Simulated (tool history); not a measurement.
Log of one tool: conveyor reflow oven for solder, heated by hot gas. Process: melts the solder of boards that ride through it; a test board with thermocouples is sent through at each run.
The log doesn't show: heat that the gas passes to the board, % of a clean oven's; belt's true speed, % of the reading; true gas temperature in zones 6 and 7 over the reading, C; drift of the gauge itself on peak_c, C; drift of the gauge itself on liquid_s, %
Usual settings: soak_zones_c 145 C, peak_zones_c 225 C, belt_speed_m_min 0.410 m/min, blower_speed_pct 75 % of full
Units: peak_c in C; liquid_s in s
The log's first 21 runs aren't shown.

run,hour,soak_zones_c,peak_zones_c,belt_speed_m_min,blower_speed_pct,hours of work since the flux was cleaned out,hours of work since the belt drive was overhauled,hours of work since the thermocouples were changed,peak_c,liquid_s
22,902.2,141,235,0.410,75,82,173,270,220.7,81.9
23,957.5,141,235,0.410,75,121,212,309,219.9,81.7
24,987.7,148,216,0.383,66,142,233,330,205.4,74.6
25,1017.2,148,216,0.383,66,162,253,350,205.4,74.5
26,1067.1,156,219,0.383,66,197,288,385,209.2,85.1
27,1094.6,133,229,0.347,52,216,307,404,214.7,86.2
28,1120.0,147,226,0.347,52,234,324,422,214.5,94.4
29,1175.3,147,226,0.347,52,272,363,460,214.1,94.3
30,1218.4,149,227,0.410,75,302,393,490,214.7,80.1

4 ways to go on from here, each from the tool as it stands after run 30. What would each give?
A,1245.2,149,227,0.488,75,321,411,509,?,?
B,1245.2,145,225,0.341,51,321,411,509,?,?
C,1245.2,145,230,0.410,75,321,411,509,?,?
D,1245.2,155,227,0.337,65,321,411,509,?,?

run,peak_c,liquid_s
A,208.5,60.0
B,213.2,93.0
C,215.7,79.5
D,218.1,108.2
Without the tool's hidden state the same runs would have given:
run,peak_c,liquid_s
A,210.1,62.3
B,213.8,94.0
C,217.0,81.0
D,218.5,108.5

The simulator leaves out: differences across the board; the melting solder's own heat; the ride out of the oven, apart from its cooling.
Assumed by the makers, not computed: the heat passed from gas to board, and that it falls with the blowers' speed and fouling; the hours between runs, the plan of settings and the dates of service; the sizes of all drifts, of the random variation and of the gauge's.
